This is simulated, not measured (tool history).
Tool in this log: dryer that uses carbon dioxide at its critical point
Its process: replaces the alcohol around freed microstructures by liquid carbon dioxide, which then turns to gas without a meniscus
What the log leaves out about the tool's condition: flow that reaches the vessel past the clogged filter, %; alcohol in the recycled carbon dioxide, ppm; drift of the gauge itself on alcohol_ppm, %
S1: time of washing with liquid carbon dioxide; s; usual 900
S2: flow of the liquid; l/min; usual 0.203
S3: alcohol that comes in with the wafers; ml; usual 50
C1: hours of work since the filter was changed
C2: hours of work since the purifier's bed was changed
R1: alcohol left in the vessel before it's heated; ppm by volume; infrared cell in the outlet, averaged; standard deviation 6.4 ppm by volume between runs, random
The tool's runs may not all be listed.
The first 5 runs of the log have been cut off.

Run 6, hour 152.1: usual settings but S3 74 ml; C1 101; C2 800. Result: R1 570 ppm by volume.
Run 7, hour 172.7: usual settings but S1 600 s; C1 114; C2 813. Result: R1 2277 ppm by volume.
Run 8, hour 208.4: usual settings but S1 600 s; C1 137; C2 836. Result: R1 2427 ppm by volume.
At hour 219.4: purifier's bed changed.
Run 9, hour 245.6: usual settings but S1 600 s, S2 0.153 l/min; C1 158; C2 17. Result: R1 5797 ppm by volume.
Run 10, hour 276.8: usual settings; C1 178; C2 36. Result: R1 388 ppm by volume.
Run 11, hour 306.1: usual settings; C1 197; C2 55. Result: R1 413 ppm by volume.
Run 12, hour 329: usual settings; C1 211; C2 69. Result: R1 423 ppm by volume.
Run 13, hour 348.9: usual settings; C1 224; C2 82. Result: R1 422 ppm by volume.
Run 14, hour 373.4: usual settings but S1 780 s; C1 239; C2 98. Result: R1 880 ppm by volume.
Run 15, hour 392.2: usual settings but S1 780 s; C1 251; C2 109. Result: R1 970 ppm by volume.
Run 16, hour 409.4: usual settings but S1 780 s; C1 262; C2 120. Result: R1 921 ppm by volume.
Run 17, hour 442.3: usual settings but S1 780 s; C1 283; C2 141. Result: R1 987 ppm by volume.
Run 18, hour 465.1: usual settings but S3 97 ml; C1 298; C2 156. Result: R1 956 ppm by volume.
Run 19, hour 493.7: usual settings but S3 97 ml; C1 316; C2 174. Result: R1 970 ppm by volume.
Run 20, hour 528.6: usual settings but S2 0.268 l/min; C1 338; C2 196. Result: R1 133 ppm by volume.
Run 21, hour 554.5: usual settings but S2 0.268 l/min; C1 354; C2 212. Result: R1 139 ppm by volume.
Run 22, hour 592.5: usual settings but S1 960 s; C1 378; C2 236. Result: R1 436 ppm by volume.
Run 23, hour 627.9: usual settings but S2 0.236 l/min; C1 401; C2 259. Result: R1 301 ppm by volume.
Run 24, hour 664.1: usual settings but S2 0.236 l/min; C1 424; C2 282. Result: R1 324 ppm by volume.
Run 25, hour 683.3: usual settings but S1 1260 s, S3 106 ml; C1 436; C2 294. Result: R1 236 ppm by volume.
Run 26, hour 719.1: usual settings but S1 1260 s, S3 106 ml; C1 458; C2 317. Result: R1 240 ppm by volume.
Run 27, hour 745.4: usual settings but S1 1440 s, S3 113 ml; C1 475; C2 333. Result: R1 136 ppm by volume.

Run 28, settings as shown, results not yet in. Your forecast:
Run 28, hour 765.8: usual settings but S1 660 s, S2 0.163 l/min, S3 53 ml; C1 488; C2 346. Result: R1 ?.

{"run 28": {"R1": 5693}}
With the hidden condition absent and the run-to-run variation left alone, this run would have shown R1 3096 ppm by volume.
